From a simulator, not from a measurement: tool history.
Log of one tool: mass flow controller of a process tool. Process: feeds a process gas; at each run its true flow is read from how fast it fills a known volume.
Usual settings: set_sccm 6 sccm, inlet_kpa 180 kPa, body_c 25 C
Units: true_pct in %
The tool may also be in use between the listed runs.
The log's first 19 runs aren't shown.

run,day,set_sccm,inlet_kpa,body_c,hours of work since the controller was set to zero,hours of work since the controller was changed,true_pct
20,219.838,3,210,25,688,2030,102.48
21,228.921,9,210,25,850,2192,99.61
22,235.438,18,184,33,966,2308,99.12
23,242.725,18,184,36,1096,2438,99.06
24,256.162,18,184,36,1336,2678,98.95
# day 267.588: controller's zero set anew, once more
25,270.550,18,184,36,53,2934,97.85
26,285.196,6,191,25,314,3195,97.44
27,293.762,11,204,36,467,3348,97.12
28,304.312,11,204,36,655,3536,97.30
29,313.388,3,274,39,817,3698,97.53
30,320.225,18,154,39,939,3820,97.54
31,333.229,18,189,22,1171,4052,98.23
32,347.162,18,189,22,1420,4301,98.08
33,362.238,6,180,31,1689,4570,97.94
34,376.800,2,265,28,1949,4830,102.03

Forecast each of these 5 alternatives for the next run:
A,391.375,2,265,36,2209,5090,?
B,391.375,6,200,25,2209,5090,?
C,391.375,10,169,25,2209,5090,?
D,391.375,2,156,30,2209,5090,?
E,391.375,2,179,28,2209,5090,?

run,true_pct
A,102.14
B,98.44
C,97.88
D,102.97
E,102.91
Without the tool's hidden state the same runs would have given:
run,true_pct
A,97.44
B,98.71
C,99.14
D,98.27
E,98.21
